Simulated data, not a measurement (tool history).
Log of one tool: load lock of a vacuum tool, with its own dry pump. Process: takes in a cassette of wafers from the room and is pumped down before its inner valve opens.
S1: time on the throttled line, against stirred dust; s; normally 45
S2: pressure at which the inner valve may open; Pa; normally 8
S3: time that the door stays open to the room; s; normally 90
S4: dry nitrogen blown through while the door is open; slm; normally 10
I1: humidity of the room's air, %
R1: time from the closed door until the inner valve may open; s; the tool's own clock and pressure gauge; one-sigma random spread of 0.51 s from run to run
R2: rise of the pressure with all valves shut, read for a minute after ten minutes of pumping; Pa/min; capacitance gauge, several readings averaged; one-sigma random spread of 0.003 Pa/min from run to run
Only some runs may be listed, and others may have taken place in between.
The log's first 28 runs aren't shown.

run      day  S1  S2  S3  S4    I1     R1     R2
 29  275.679  70   8  90  10  47.0  114.7  0.105
 30  287.717  45   8  90  13  45.0   94.9  0.104
 31  294.325  45   8  90  13  44.3   95.3  0.107
 32  306.038  42   8  90  21  47.3   93.1  0.110
 33  318.783  44   6  30  13  44.9   96.1  0.112
 34  328.488  44   6  30  13  39.1   96.6  0.109
 35  336.021  45  10  90  27  45.5   94.2  0.115
 36  344.475  45  10  90  27  45.2   94.8  0.120

Consider 5 possible next runs. They are alternatives, not a sequence: every one starts from the tool as it was left by run 36. What does each give?
  A  356.517  61   8  90  10  43.8   ?   ?
  B  356.517  42  13  90   7  45.3   ?   ?
  C  356.517  80   8  38  10  41.4   ?   ?
  D  356.517  45   8  84  10  43.1   ?   ?
  E  356.517  45  10  90  36  42.8   ?   ?

run     R1     R2
  A  110.3  0.130
  B   90.2  0.136
  C  125.8  0.127
  D   95.9  0.128
  E   94.6  0.121
With no hidden state in the tool, these same runs would have given:
run     R1     R2
  A  101.0  0.022
  B   80.9  0.030
  C  117.0  0.019
  D   86.2  0.021
  E   85.0  0.014

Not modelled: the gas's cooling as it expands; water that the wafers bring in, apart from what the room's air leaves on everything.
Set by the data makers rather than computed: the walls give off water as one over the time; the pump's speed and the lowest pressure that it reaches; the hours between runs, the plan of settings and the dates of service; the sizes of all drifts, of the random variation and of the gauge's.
